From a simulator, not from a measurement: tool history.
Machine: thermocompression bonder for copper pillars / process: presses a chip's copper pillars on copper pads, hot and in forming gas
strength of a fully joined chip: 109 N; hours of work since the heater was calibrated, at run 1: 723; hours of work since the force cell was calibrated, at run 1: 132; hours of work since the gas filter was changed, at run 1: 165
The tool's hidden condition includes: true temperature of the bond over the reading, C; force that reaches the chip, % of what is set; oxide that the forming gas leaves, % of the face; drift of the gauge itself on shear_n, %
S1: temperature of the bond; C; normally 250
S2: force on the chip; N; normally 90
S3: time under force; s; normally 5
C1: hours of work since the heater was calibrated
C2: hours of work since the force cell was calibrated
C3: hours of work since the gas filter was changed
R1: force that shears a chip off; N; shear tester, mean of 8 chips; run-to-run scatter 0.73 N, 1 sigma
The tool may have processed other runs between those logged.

| run | hour | S1 | S2 | S3 | C1 | C2 | C3 | R1 |
|---|---|---|---|---|---|---|---|---|
| 1 | 0 | 250 | 90 | 5 | 723 | 132 | 165 | 66.1 |
| 2 | 8.3 | 250 | 90 | 5 | 728 | 137 | 170 | 65.2 |
| 3 | 21.5 | 250 | 90 | 5 | 736 | 146 | 179 | 64.3 |
| 4 | 30.8 | 280 | 90 | 5 | 742 | 152 | 184 | 82.9 |
| 5 | 39.4 | 280 | 90 | 5 | 747 | 157 | 190 | 82.3 |
| 6 | 56.5 | 280 | 90 | 5 | 758 | 168 | 200 | 82.2 |
| 7 | 63.8 | 264 | 90 | 5 | 763 | 172 | 205 | 73.7 |
| 8 | 77.4 | 264 | 90 | 7 | 771 | 181 | 214 | 79.8 |
| 9 | 88.4 | 250 | 90 | 5 | 778 | 188 | 220 | 64.6 |
| 10 | 101.7 | 250 | 90 | 5 | 786 | 196 | 229 | 64.8 |
| 11 | 115.6 | 250 | 90 | 5 | 795 | 205 | 237 | 63.2 |
|  | 124.1 | forming gas filter changed |
| 12 | 130.8 | 250 | 90 | 5 | 804 | 214 | 4 | 67.1 |
| 13 | 142.9 | 250 | 90 | 5 | 812 | 221 | 12 | 66.6 |
| 14 | 154.4 | 250 | 90 | 5 | 819 | 229 | 19 | 65.8 |
| 15 | 167.5 | 250 | 90 | 5 | 827 | 237 | 27 | 65.2 |
| 16 | 177.4 | 250 | 90 | 10 | 834 | 243 | 33 | 80.1 |
| 17 | 187.2 | 250 | 90 | 10 | 840 | 249 | 40 | 79.7 |
| 18 | 202.8 | 250 | 90 | 10 | 850 | 259 | 49 | 79 |
| 19 | 212.6 | 250 | 90 | 10 | 856 | 265 | 55 | 77.5 |
| 20 | 229.1 | 250 | 90 | 3 | 866 | 276 | 66 | 55.3 |
| 21 | 237.6 | 250 | 90 | 3 | 871 | 281 | 71 | 54.7 |
| 22 | 248.4 | 256 | 81 | 9 | 878 | 288 | 78 | 74.4 |
| 23 | 266 | 228 | 122 | 10 | 889 | 299 | 89 | 79 |
| 24 | 273.8 | 262 | 118 | 5 | 894 | 304 | 94 | 84.8 |
| 25 | 290.8 | 262 | 118 | 5 | 905 | 314 | 104 | 85.3 |
| 26 | 303.4 | 262 | 118 | 5 | 913 | 322 | 112 | 85.3 |
| 27 | 313.4 | 265 | 72 | 5 | 919 | 328 | 119 | 63.6 |
| 28 | 325.6 | 265 | 72 | 5 | 927 | 336 | 126 | 61 |
| 29 | 338.9 | 250 | 90 | 6 | 935 | 344 | 135 | 67.2 |
| 30 | 349.5 | 264 | 90 | 5 | 942 | 351 | 141 | 74 |
| 31 | 360.4 | 258 | 89 | 12 | 948 | 358 | 148 | 82 |
| 32 | 367.9 | 250 | 88 | 7 | 953 | 363 | 153 | 68.2 |
| 33 | 383.6 | 250 | 90 | 7 | 963 | 372 | 163 | 69.3 |
| 34 | 400.1 | 250 | 90 | 6 | 973 | 383 | 173 | 67.9 |
| 35 | 415.3 | 250 | 90 | 6 | 983 | 392 | 183 | 67.1 |
| 36 | 428.3 | 222 | 121 | 9 | 991 | 400 | 191 | 67.7 |
| 37 | 439.7 | 239 | 121 | 10 | 998 | 408 | 198 | 82.8 |

A few steps of R1 between consecutive runs. Split each: what settings, incoming material and random variation would produce without the hidden state, and what is left over for the hidden state, along with gauge scatter present in only one of the two compared results (measured, and without hidden state):
Run 11 -> 12: forming gas filter changed. R1 +3.9 N: hidden state +1.9, all else +2.
Run 19 -> 20: S3 10 -> 3. R1 -22.2 N: hidden state -0.4, all else -21.8.
Run 21 -> 22: S1 250 -> 256, S2 90 -> 81, S3 3 -> 9. R1 +19.7 N: hidden state -0.1, all else +19.8.
Run 23 -> 24: S1 228 -> 262, S2 122 -> 118, S3 10 -> 5. R1 +5.8 N: hidden state +1.3, all else +4.5.
Run 26 -> 27: S1 262 -> 265, S2 118 -> 72. R1 -21.7 N: hidden state -0.8, all else -20.9.
Run 31 -> 32: S1 258 -> 250, S2 89 -> 88, S3 12 -> 7. R1 -13.8 N: hidden state -1.2, all else -12.6.

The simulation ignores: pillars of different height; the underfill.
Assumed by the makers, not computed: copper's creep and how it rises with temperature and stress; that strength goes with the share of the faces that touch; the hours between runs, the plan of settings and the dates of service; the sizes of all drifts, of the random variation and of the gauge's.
